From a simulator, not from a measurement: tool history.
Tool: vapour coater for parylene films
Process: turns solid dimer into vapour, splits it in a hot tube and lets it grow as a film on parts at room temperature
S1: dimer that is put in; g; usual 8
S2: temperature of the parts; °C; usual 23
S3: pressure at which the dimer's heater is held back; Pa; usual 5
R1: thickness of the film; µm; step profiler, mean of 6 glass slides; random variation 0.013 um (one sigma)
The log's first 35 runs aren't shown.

run 36 day=19.542 | S1=8 S2=18 S3=5.18 | R1=2.55
run 37 day=20.296 | S1=10 S2=16 S3=11.4 | R1=3.11
run 38 day=20.675 | S1=10 S2=16 S3=11.4 | R1=3.13
run 39 day=21.329 | S1=10 S2=16 S3=11.4 | R1=3.12
run 40 day=21.642 | S1=10 S2=23 S3=7.65 | R1=2.36
run 41 day=22.079 | S1=10 S2=23 S3=7.65 | R1=2.34
run 42 day=22.712 | S1=10 S2=23 S3=2.81 | R1=2.71
run 43 day=23.171 | S1=10 S2=23 S3=2.81 | R1=2.73
run 44 day=23.683 | S1=5 S2=25 S3=2.41 | R1=1.27
run 45 day=24.038 | S1=8 S2=20 S3=5.75 | R1=2.23
run 46 day=24.754 | S1=6 S2=19 S3=8.33 | R1=1.66
run 47 day=25.238 | S1=9 S2=31 S3=2.17 | R1=1.7
run 48 day=25.754 | S1=9 S2=31 S3=2.17 | R1=1.71

Forecast each of these 3 alternatives for the next run:
run A day=26.121 | S1=8 S2=23 S3=9.06 | R1=?
run B day=26.121 | S1=7 S2=23 S3=5 | R1=?
run C day=26.121 | S1=12 S2=23 S3=5 | R1=?

run=A R1=1.83
run=B R1=1.72
run=C R1=2.95
Without the tool's hidden state the same runs would have given:
run=A R1=1.87
run=B R1=1.76
run=C R1=3.03

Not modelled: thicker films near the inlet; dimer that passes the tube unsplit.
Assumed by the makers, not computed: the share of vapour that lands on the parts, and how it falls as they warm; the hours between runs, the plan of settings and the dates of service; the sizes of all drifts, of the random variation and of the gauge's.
